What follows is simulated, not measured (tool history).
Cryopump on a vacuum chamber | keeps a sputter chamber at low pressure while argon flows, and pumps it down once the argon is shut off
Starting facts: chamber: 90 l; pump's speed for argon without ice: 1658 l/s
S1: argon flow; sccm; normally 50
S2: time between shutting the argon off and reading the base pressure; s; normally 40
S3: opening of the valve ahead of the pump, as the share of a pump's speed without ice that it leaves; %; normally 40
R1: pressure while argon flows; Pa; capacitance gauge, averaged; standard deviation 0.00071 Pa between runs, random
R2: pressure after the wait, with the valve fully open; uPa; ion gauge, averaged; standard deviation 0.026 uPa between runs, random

{"run": 1, "hour": 0.0, "S1": 50, "S2": 40, "S3": 40, "R1": 0.1326, "R2": 1.43}
{"run": 2, "hour": 26.2, "S1": 50, "S2": 40, "S3": 40, "R1": 0.1362, "R2": 1.39}
{"run": 3, "hour": 52.0, "S1": 50, "S2": 40, "S3": 40, "R1": 0.136, "R2": 1.41}
{"run": 4, "hour": 77.4, "S1": 50, "S2": 40, "S3": 40, "R1": 0.1354, "R2": 1.41}
{"run": 5, "hour": 104.9, "S1": 50, "S2": 40, "S3": 40, "R1": 0.1373, "R2": 1.42}
{"run": 6, "hour": 141.9, "S1": 50, "S2": 40, "S3": 24, "R1": 0.2224, "R2": 1.42}
{"run": 7, "hour": 173.7, "S1": 50, "S2": 40, "S3": 24, "R1": 0.2223, "R2": 1.5}
{"run": 8, "hour": 208.1, "S1": 50, "S2": 40, "S3": 24, "R1": 0.2243, "R2": 1.43}
{"run": 9, "hour": 236.9, "S1": 50, "S2": 40, "S3": 40, "R1": 0.1388, "R2": 1.48}
{"run": 10, "hour": 259.7, "S1": 50, "S2": 40, "S3": 40, "R1": 0.14, "R2": 1.46}
{"run": 11, "hour": 289.1, "S1": 50, "S2": 40, "S3": 40, "R1": 0.142, "R2": 1.52}
{"run": 12, "hour": 324.7, "S1": 50, "S2": 40, "S3": 40, "R1": 0.1403, "R2": 1.52}
{"run": 13, "hour": 351.7, "S1": 50, "S2": 40, "S3": 40, "R1": 0.1434, "R2": 1.56}
{"run": 14, "hour": 375.8, "S1": 50, "S2": 40, "S3": 40, "R1": 0.1432, "R2": 1.5}
{"run": 15, "hour": 409.8, "S1": 50, "S2": 40, "S3": 40, "R1": 0.1441, "R2": 1.53}
{"run": 16, "hour": 442.9, "S1": 50, "S2": 40, "S3": 40, "R1": 0.1448, "R2": 1.55}
{"hour": 466.2, "done": "pump warmed up, emptied and cooled again"}
{"run": 17, "hour": 484.1, "S1": 82, "S2": 40, "S3": 40, "R1": 0.2101, "R2": 1.35}
{"run": 18, "hour": 505.6, "S1": 22, "S2": 35, "S3": 23, "R1": 0.0989, "R2": 1.55}
{"run": 19, "hour": 538.8, "S1": 50, "S2": 112, "S3": 43, "R1": 0.1196, "R2": 0.84}
{"run": 20, "hour": 574.8, "S1": 56, "S2": 197, "S3": 30, "R1": 0.1941, "R2": 0.72}
{"run": 21, "hour": 609.5, "S1": 85, "S2": 73, "S3": 26, "R1": 0.3373, "R2": 1}
{"run": 22, "hour": 626.0, "S1": 45, "S2": 25, "S3": 23, "R1": 0.2032, "R2": 1.97}
{"run": 23, "hour": 650.1, "S1": 94, "S2": 28, "S3": 33, "R1": 0.2995, "R2": 1.81}
{"run": 24, "hour": 685.1, "S1": 64, "S2": 28, "S3": 33, "R1": 0.2051, "R2": 1.83}
{"run": 25, "hour": 710.8, "S1": 64, "S2": 28, "S3": 33, "R1": 0.2056, "R2": 1.86}
{"run": 26, "hour": 730.6, "S1": 50, "S2": 28, "S3": 48, "R1": 0.1129, "R2": 1.87}
{"run": 27, "hour": 758.3, "S1": 92, "S2": 42, "S3": 50, "R1": 0.2002, "R2": 1.45}
{"run": 28, "hour": 784.2, "S1": 92, "S2": 42, "S3": 50, "R1": 0.2007, "R2": 1.42}
{"run": 29, "hour": 818.9, "S1": 92, "S2": 42, "S3": 50, "R1": 0.2012, "R2": 1.42}
{"run": 30, "hour": 848.6, "S1": 27, "S2": 42, "S3": 18, "R1": 0.1592, "R2": 1.49}
{"run": 31, "hour": 866.0, "S1": 27, "S2": 42, "S3": 20, "R1": 0.1434, "R2": 1.46}
{"run": 32, "hour": 903.9, "S1": 50, "S2": 33, "S3": 22, "R1": 0.2412, "R2": 1.71}
{"run": 33, "hour": 931.2, "S1": 71, "S2": 33, "S3": 35, "R1": 0.221, "R2": 1.73}
{"run": 34, "hour": 955.6, "S1": 47, "S2": 33, "S3": 35, "R1": 0.1467, "R2": 1.75}

Hidden state or all else? Some run-to-run changes of R1, split into what the settings, what came in and random variation would give without the hidden state, and what is left for the hidden state (with any gauge scatter that isn't in both results):
The hidden state here: pump's speed, % of a pump's without ice; cold plate's temperature, K; leak into the chamber, uPa l/s; drift of the gauge itself on working_pa, %; drift of the gauge itself on base_upa, %.
Run 16 -> 17: S1 50 -> 82, pump warmed up, emptied and cooled again. R1 +0.0653 Pa: hidden state -0.0153, all else +0.0806.
Run 17 -> 18: S1 82 -> 22, S2 40 -> 35, S3 40 -> 23. R1 -0.1112 Pa: hidden state -0.0015, all else -0.1097.
Run 20 -> 21: S1 56 -> 85, S2 197 -> 73, S3 30 -> 26. R1 +0.1432 Pa: hidden state +0.0028, all else +0.1404.
Run 21 -> 22: S1 85 -> 45, S2 73 -> 25, S3 26 -> 23. R1 -0.1341 Pa: hidden state -0.0026, all else -0.1315.
Run 26 -> 27: S1 50 -> 92, S2 28 -> 42, S3 48 -> 50. R1 +0.0873 Pa: hidden state +0.006, all else +0.0813.
Run 29 -> 30: S1 92 -> 27, S3 50 -> 18. R1 -0.042 Pa: hidden state -0.0096, all else -0.0324.

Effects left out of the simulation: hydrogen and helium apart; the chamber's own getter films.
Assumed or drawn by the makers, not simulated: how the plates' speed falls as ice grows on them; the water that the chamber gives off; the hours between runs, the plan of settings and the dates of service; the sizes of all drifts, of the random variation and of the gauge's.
